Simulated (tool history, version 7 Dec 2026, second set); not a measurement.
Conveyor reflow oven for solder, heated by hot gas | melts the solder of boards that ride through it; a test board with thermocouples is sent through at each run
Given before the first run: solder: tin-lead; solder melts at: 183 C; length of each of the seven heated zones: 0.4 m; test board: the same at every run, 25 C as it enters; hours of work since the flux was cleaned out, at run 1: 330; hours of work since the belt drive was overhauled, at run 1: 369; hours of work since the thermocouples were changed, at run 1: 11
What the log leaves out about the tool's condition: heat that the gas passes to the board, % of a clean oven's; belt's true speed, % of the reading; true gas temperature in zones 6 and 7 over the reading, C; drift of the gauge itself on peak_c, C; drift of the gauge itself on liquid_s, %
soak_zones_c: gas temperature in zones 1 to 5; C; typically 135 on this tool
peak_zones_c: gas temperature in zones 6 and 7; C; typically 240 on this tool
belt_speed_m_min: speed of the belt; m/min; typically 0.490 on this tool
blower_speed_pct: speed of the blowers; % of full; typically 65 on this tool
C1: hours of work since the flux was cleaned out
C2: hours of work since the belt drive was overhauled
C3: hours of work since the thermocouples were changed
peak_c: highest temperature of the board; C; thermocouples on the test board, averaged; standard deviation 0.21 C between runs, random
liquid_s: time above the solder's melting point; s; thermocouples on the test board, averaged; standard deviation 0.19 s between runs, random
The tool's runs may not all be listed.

run 1 hour=0.0 | soak_zones_c=135 peak_zones_c=240 belt_speed_m_min=0.490 blower_speed_pct=65 | C1=330 C2=369 C3=11 | peak_c=224.4 liquid_s=79.2
run 2 hour=10.8 | soak_zones_c=135 peak_zones_c=240 belt_speed_m_min=0.490 blower_speed_pct=65 | C1=339 C2=377 C3=20 | peak_c=224.3 liquid_s=79.3
run 3 hour=22.1 | soak_zones_c=135 peak_zones_c=240 belt_speed_m_min=0.490 blower_speed_pct=65 | C1=347 C2=386 C3=28 | peak_c=223.9 liquid_s=79.6
run 4 hour=34.2 | soak_zones_c=135 peak_zones_c=249 belt_speed_m_min=0.490 blower_speed_pct=65 | C1=357 C2=395 C3=38 | peak_c=232.0 liquid_s=85.4
run 5 hour=46.9 | soak_zones_c=135 peak_zones_c=240 belt_speed_m_min=0.490 blower_speed_pct=59 | C1=367 C2=405 C3=47 | peak_c=222.4 liquid_s=77.3
run 6 hour=54.6 | soak_zones_c=135 peak_zones_c=240 belt_speed_m_min=0.490 blower_speed_pct=59 | C1=372 C2=411 C3=53 | peak_c=222.3 liquid_s=77.4
-- hour=65.5 flux residue cleaned out of gas plates and filters
run 7 hour=71.0 | soak_zones_c=135 peak_zones_c=240 belt_speed_m_min=0.495 blower_speed_pct=59 | C1=4 C2=419 C3=62 | peak_c=225.0 liquid_s=79.6
run 8 hour=80.0 | soak_zones_c=135 peak_zones_c=240 belt_speed_m_min=0.495 blower_speed_pct=59 | C1=11 C2=426 C3=69 | peak_c=225.1 liquid_s=79.5
run 9 hour=87.9 | soak_zones_c=135 peak_zones_c=240 belt_speed_m_min=0.495 blower_speed_pct=59 | C1=17 C2=432 C3=75 | peak_c=225.0 liquid_s=79.6
run 10 hour=98.2 | soak_zones_c=135 peak_zones_c=240 belt_speed_m_min=0.490 blower_speed_pct=65 | C1=25 C2=440 C3=83 | peak_c=226.1 liquid_s=81.7
run 11 hour=107.4 | soak_zones_c=135 peak_zones_c=240 belt_speed_m_min=0.490 blower_speed_pct=65 | C1=32 C2=447 C3=90 | peak_c=226.6 liquid_s=82.2
run 12 hour=119.4 | soak_zones_c=135 peak_zones_c=240 belt_speed_m_min=0.490 blower_speed_pct=65 | C1=41 C2=457 C3=99 | peak_c=227.2 liquid_s=82.2
run 13 hour=125.8 | soak_zones_c=143 peak_zones_c=240 belt_speed_m_min=0.490 blower_speed_pct=65 | C1=46 C2=462 C3=104 | peak_c=227.5 liquid_s=85.9
run 14 hour=135.9 | soak_zones_c=143 peak_zones_c=240 belt_speed_m_min=0.490 blower_speed_pct=65 | C1=54 C2=469 C3=112 | peak_c=227.4 liquid_s=85.8
run 15 hour=142.3 | soak_zones_c=146 peak_zones_c=240 belt_speed_m_min=0.490 blower_speed_pct=65 | C1=59 C2=474 C3=117 | peak_c=227.9 liquid_s=87.5

Run 16, settings as shown, results not yet in. Your forecast:
run 16 hour=152.9 | soak_zones_c=146 peak_zones_c=240 belt_speed_m_min=0.490 blower_speed_pct=65 | C1=67 C2=482 C3=125 | peak_c=? liquid_s=?

{"run 16": {"peak_c": 227.8, "liquid_s": 87.7}}
Were there no unlogged condition in the tool, this run, its random variation unchanged, would have produced peak_c 228.1 C, liquid_s 86.9 s.

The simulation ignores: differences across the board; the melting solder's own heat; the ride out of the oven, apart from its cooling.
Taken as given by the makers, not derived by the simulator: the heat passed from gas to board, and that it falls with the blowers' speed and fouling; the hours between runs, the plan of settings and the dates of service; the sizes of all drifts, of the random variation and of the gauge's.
